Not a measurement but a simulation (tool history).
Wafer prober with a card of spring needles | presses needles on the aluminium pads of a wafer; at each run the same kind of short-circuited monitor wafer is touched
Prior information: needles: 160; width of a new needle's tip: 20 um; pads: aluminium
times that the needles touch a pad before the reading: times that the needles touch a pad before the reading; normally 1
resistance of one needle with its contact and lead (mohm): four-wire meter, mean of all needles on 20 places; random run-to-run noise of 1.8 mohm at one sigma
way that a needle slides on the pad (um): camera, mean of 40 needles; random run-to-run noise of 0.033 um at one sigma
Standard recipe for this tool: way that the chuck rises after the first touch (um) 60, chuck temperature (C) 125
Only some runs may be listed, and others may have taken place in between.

run	hour	way that the chuck rises after the first touch (um)	chuck temperature (C)	times that the needles touch a pad before the reading	resistance of one needle with its contact and lead (mohm)	way that a needle slides on the pad (um)
1	0	60	125	1	218	16.54
# hour 8: tips cleaned on abrasive film
# hour 29.5: tips cleaned on abrasive film
2	41.5	60	125	1	219	16.49
# hour 51.2: tips cleaned on abrasive film
# hour 72.4: tips cleaned on abrasive film
3	84.4	60	125	1	218	16.43
# hour 93.2: tips cleaned on abrasive film
4	112.4	60	41	1	213	16.43
# hour 117.5: tips cleaned on abrasive film
# hour 138.4: tips cleaned on abrasive film
# hour 161.8: tips cleaned on abrasive film
5	161.8	60	41	1	176	16.32
# hour 181.6: tips cleaned on abrasive film
# hour 205.2: tips cleaned on abrasive film
6	222.1	60	125	1	225	16.25
# hour 227.1: tips cleaned on abrasive film
# hour 249: tips cleaned on abrasive film
# hour 273.6: tips cleaned on abrasive film
7	286.5	60	125	1	224	16.16
# hour 294.1: tips cleaned on abrasive film
# hour 314.5: tips cleaned on abrasive film
8	317.7	60	125	1	203	16.16
# hour 337.1: tips cleaned on abrasive film
9	356.3	60	125	1	230	16.07
# hour 361: tips cleaned on abrasive film
# hour 382.5: tips cleaned on abrasive film
10	399.5	60	125	1	225	16.08
# hour 404.6: tips cleaned on abrasive film
# hour 404.9: height of the first contact set anew
# hour 427.7: tips cleaned on abrasive film
# hour 448.3: tips cleaned on abrasive film
11	464	60	125	1	227	16.79
# hour 471.9: tips cleaned on abrasive film
# hour 493.7: tips cleaned on abrasive film
# hour 515.7: tips cleaned on abrasive film
12	522.3	60	125	1	208	16.73
# hour 538.6: tips cleaned on abrasive film
13	553.6	60	125	1	223	16.66
# hour 558.6: tips cleaned on abrasive film
# hour 579.8: tips cleaned on abrasive film
14	597.7	60	125	1	227	16.59
# hour 602.8: tips cleaned on abrasive film
# hour 625.5: tips cleaned on abrasive film
# hour 649.5: tips cleaned on abrasive film
15	652.5	60	125	1	201	16.5
# hour 672.1: tips cleaned on abrasive film
16	689.1	60	37	2	199	16.47
# hour 696.3: tips cleaned on abrasive film
# hour 716.3: tips cleaned on abrasive film
17	732.6	60	37	2	196	16.45
# hour 736.5: tips cleaned on abrasive film
# hour 759.3: tips cleaned on abrasive film
# hour 780.1: tips cleaned on abrasive film
18	799.1	60	101	2	206	16.35
# hour 802.7: tips cleaned on abrasive film
# hour 825.6: tips cleaned on abrasive film
19	826.6	70	67	2	182	18.98
# hour 847.7: tips cleaned on abrasive film
20	862.6	70	67	2	192	19.12
# hour 871.1: tips cleaned on abrasive film
# hour 892.2: tips cleaned on abrasive film
21	900.3	60	34	1	202	16.23
# hour 915: tips cleaned on abrasive film
# hour 937: tips cleaned on abrasive film
# hour 959: tips cleaned on abrasive film
22	960	60	34	1	180	16.15
# hour 983.3: tips cleaned on abrasive film
# hour 1005.2: tips cleaned on abrasive film
# hour 1010.2: height of the first contact set anew
23	1022.3	60	34	1	213	16.74
# hour 1026.9: tips cleaned on abrasive film
# hour 1051.4: tips cleaned on abrasive film
24	1057.3	60	34	1	195	16.71
# hour 1076.2: tips cleaned on abrasive film
# hour 1098: tips cleaned on abrasive film
25	1113.3	74	32	2	186	20.61
# hour 1122.3: tips cleaned on abrasive film
# hour 1142.7: tips cleaned on abrasive film
26	1142.7	74	32	2	170	20.6
# hour 1163.2: tips cleaned on abrasive film
27	1171.7	60	49	1	209	16.6
# hour 1186.6: tips cleaned on abrasive film
# hour 1206.9: tips cleaned on abrasive film
28	1211	44	125	3	214	12.03
# hour 1229.8: tips cleaned on abrasive film
# hour 1252.2: tips cleaned on abrasive film
# hour 1274: tips cleaned on abrasive film
29	1278.7	57	86	1	202	15.68
# hour 1297.3: tips cleaned on abrasive film
# hour 1319.4: tips cleaned on abrasive film
30	1331.2	57	54	1	218	15.58

For some of the steps in resistance of one needle with its contact and lead (mohm) from one run to the next: how much would appear even if the tool had no hidden state, given the settings, what came in and random variation, and how much remains for the hidden state plus any gauge scatter that the measured result and the result without hidden state don't share?
Hidden state present: debris on the tips, nm; way that the needles fall short of the set height, um; tips' diameter, um; drift of the gauge itself on contact_mohm, %; drift of the gauge itself on scrub_um, %.
Run 4 -> 5: tips cleaned on abrasive film, tips cleaned on abrasive film, tips cleaned on abrasive film. resistance of one needle with its contact and lead (mohm) -37: hidden state -37, all else +0.
Run 5 -> 6: chuck temperature (C) 41 -> 125, tips cleaned on abrasive film, tips cleaned on abrasive film. resistance of one needle with its contact and lead (mohm) +49: hidden state +34, all else +15.
Run 22 -> 23: tips cleaned on abrasive film, tips cleaned on abrasive film, height of the first contact set anew. resistance of one needle with its contact and lead (mohm) +33: hidden state +35, all else -2.
Run 26 -> 27: way that the chuck rises after the first touch (um) 74 -> 60, chuck temperature (C) 32 -> 49, times that the needles touch a pad before the reading 2 -> 1, tips cleaned on abrasive film. resistance of one needle with its contact and lead (mohm) +39: hidden state +28, all else +11.
